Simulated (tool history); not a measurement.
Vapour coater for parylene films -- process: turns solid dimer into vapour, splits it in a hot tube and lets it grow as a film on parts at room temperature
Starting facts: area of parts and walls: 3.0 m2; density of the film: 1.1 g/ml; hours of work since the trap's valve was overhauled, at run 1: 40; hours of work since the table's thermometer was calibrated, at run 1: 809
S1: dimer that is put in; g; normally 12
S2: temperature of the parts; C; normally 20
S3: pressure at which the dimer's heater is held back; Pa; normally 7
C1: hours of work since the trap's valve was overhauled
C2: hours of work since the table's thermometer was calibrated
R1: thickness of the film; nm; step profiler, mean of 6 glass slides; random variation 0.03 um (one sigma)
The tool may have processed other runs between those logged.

run,day,S1,S2,S3,C1,C2,R1
1,0,12,20,7,40,809,2730
2,1.25,12,20,7,63,833,2750
3,2.904,12,20,7,94,864,2690
4,4.308,12,20,7,121,890,2770
5,5.921,12,20,7,151,921,2720
6,7.288,12,17,7,177,946,2970
7,8.562,12,17,7,201,970,2990
8,9.95,12,20,7,227,996,2720
9,11.179,12,20,7,250,1019,2700
10,12.108,12,20,7,267,1037,2690
11,13.983,12,20,7,302,1072,2660
12,15.512,12,20,7,331,1101,2680
13,16.892,12,20,7,357,1126,2680
14,18.671,12,20,7,390,1160,2690
15,19.992,12,20,7,415,1185,2740
16,21.05,12,20,7,435,1204,2730
17,22.867,14,17,7,469,1239,3480
18,24.871,15,26,3.45,507,1276,3000
19,26.9,15,26,3.45,545,1314,3070
20,28.875,10,26,3.84,582,1351,1980
21,30.846,12,19,6.09,619,1388,2860
# day 31.971: trap's valve overhauled
22,32.929,6,15,12,18,1424,1500
23,33.971,5,15,6.26,38,1444,1410
24,35.412,5,15,6.26,65,1471,1350
25,37.362,5,15,6.26,101,1507,1440
26,38.975,5,15,6.26,131,1538,1340
27,40.962,16,13,6.26,169,1575,4710
28,42.362,18,16,10.14,195,1601,4400
29,44.317,6,26,10.14,232,1638,1030
30,45.821,12,13,4.23,260,1666,3510
31,47.475,12,13,4.23,291,1697,3610
32,49.354,9,12,7,326,1732,2650

Hidden condition of the tool, last listed run before each entry between runs versus first listed run after:
From run 21 to run 22: trap's valve overhauled (day 31.971)
  vapour lost through the trap's worn valve, %: 0.5 -> 0

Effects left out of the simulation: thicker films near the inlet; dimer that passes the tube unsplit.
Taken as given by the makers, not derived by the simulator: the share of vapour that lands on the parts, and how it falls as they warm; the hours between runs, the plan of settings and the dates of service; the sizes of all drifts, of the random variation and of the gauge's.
